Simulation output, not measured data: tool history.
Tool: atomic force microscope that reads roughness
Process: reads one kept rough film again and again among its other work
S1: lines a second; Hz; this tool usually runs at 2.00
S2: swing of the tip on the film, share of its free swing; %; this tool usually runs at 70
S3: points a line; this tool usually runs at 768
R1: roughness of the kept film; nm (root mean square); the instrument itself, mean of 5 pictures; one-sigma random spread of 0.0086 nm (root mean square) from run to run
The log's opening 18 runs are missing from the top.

run	hour	S1	S2	S3	R1
# hour 479.8: new tip fitted
19	489.9	1.33	69	784	1.972
20	521.3	1.36	70	768	1.970
21	546.7	1.36	82	655	1.842
22	584.7	2.67	73	423	1.772
# hour 596.4: new tip fitted
23	613.3	2.67	73	423	1.792
24	631.2	2.67	73	423	1.783
25	653.1	0.56	70	676	2.046
26	687.9	0.53	70	678	2.040
# hour 715.1: new tip fitted
27	725.1	0.53	70	678	2.056
28	749.5	0.60	79	768	2.005
29	787.5	0.54	83	768	1.982
30	817.6	0.54	83	768	1.993
# hour 833.5: new tip fitted
31	833.5	3.67	61	747	1.884
32	867.0	3.67	61	747	1.874
33	886.1	3.67	61	747	1.888
34	908.3	3.67	61	747	1.881

3 ways to go on from here, each from the tool as it stands after run 34. What would each give?
A	937.2	2.00	70	668	?
B	937.2	2.14	77	805	?
C	937.2	1.98	77	614	?

run	R1
A	1.898
B	1.779
C	1.801
With no hidden state in the tool, these same runs would have given:
run	R1
A	1.903
B	1.783
C	1.806
